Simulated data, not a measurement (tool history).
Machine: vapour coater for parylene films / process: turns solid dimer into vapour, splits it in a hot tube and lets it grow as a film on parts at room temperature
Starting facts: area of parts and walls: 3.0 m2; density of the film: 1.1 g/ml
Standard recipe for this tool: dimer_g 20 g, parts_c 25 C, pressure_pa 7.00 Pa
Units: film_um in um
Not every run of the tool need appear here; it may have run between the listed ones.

Run 1, day 0.000: usual settings. Result: film_um 3.48 um.
Run 2, day 1.429: usual settings. Result: film_um 3.45 um.
Run 3, day 2.438: usual settings. Result: film_um 3.41 um.
Run 4, day 3.721: usual settings. Result: film_um 3.39 um.
Run 5, day 5.021: usual settings. Result: film_um 3.37 um.
Run 6, day 6.812: usual settings. Result: film_um 3.36 um.
Run 7, day 8.188: usual settings. Result: film_um 3.34 um.
Run 8, day 9.767: usual settings but pressure_pa 10.57 Pa. Result: film_um 3.06 um.
Run 9, day 11.371: usual settings but pressure_pa 4.02 Pa. Result: film_um 3.69 um.
Run 10, day 12.608: usual settings but pressure_pa 4.02 Pa. Result: film_um 3.70 um.
Run 11, day 13.767: usual settings. Result: film_um 3.24 um.
Run 12, day 14.508: usual settings but parts_c 31 C. Result: film_um 2.68 um.
At day 14.838: trap's valve overhauled.
Run 13, day 15.638: usual settings but parts_c 31 C. Result: film_um 2.47 um.
Run 14, day 16.892: usual settings. Result: film_um 3.00 um.
Run 15, day 18.646: usual settings. Result: film_um 2.96 um.
Run 16, day 20.346: usual settings but dimer_g 21 g, parts_c 27 C, pressure_pa 5.60 Pa. Result: film_um 3.03 um.
Run 17, day 21.162: usual settings but parts_c 19 C, pressure_pa 2.20 Pa. Result: film_um 4.53 um.
At day 22.404: trap's valve overhauled, once more.
Run 18, day 22.538: usual settings but parts_c 19 C, pressure_pa 2.20 Pa. Result: film_um 5.55 um.
Run 19, day 23.992: usual settings but dimer_g 14 g, parts_c 29 C, pressure_pa 11.79 Pa. Result: film_um 1.96 um.
Run 20, day 25.225: usual settings but dimer_g 14 g, parts_c 29 C, pressure_pa 11.79 Pa. Result: film_um 1.95 um.
Run 21, day 26.317: usual settings but dimer_g 14 g, parts_c 29 C, pressure_pa 11.79 Pa. Result: film_um 1.95 um.
Run 22, day 27.475: usual settings but dimer_g 10 g, parts_c 36 C, pressure_pa 3.15 Pa. Result: film_um 1.44 um.
Run 23, day 28.808: usual settings but dimer_g 10 g, parts_c 36 C, pressure_pa 3.15 Pa. Result: film_um 1.44 um.
Run 24, day 29.938: usual settings but dimer_g 17 g, parts_c 33 C, pressure_pa 3.15 Pa. Result: film_um 2.67 um.
Run 25, day 31.525: usual settings but dimer_g 17 g, parts_c 29 C, pressure_pa 3.07 Pa. Result: film_um 3.07 um.
Run 26, day 32.717: usual settings but dimer_g 31 g, parts_c 19 C, pressure_pa 5.09 Pa. Result: film_um 6.95 um.
Run 27, day 34.158: usual settings but dimer_g 31 g, parts_c 33 C, pressure_pa 5.09 Pa. Result: film_um 4.38 um.
At day 34.904: table's thermometer calibrated.
Run 28, day 35.000: usual settings but dimer_g 31 g, parts_c 33 C, pressure_pa 5.09 Pa. Result: film_um 4.29 um.
Run 29, day 36.625: usual settings but dimer_g 25 g, parts_c 22 C, pressure_pa 10.48 Pa. Result: film_um 4.21 um.

4 ways to go on from here, each from the tool as it stands after run 29. What would each give?
Run A, day 38.175: usual settings but dimer_g 28 g, parts_c 22 C, pressure_pa 10.48 Pa. Result: film_um ?.
Run B, day 38.175: usual settings but dimer_g 9 g, parts_c 18 C, pressure_pa 9.15 Pa. Result: film_um ?.
Run C, day 38.175: usual settings but dimer_g 11 g, parts_c 24 C, pressure_pa 2.82 Pa. Result: film_um ?.
Run D, day 38.175: usual settings but parts_c 29 C, pressure_pa 2.84 Pa. Result: film_um ?.

run  film_um
  A     4.73
  B     1.78
  C     2.26
  D     3.52
With the hidden condition removed and each run's random variation left untouched, the same runs would have given:
run  film_um
  A     5.05
  B     1.90
  C     2.41
  D     3.75
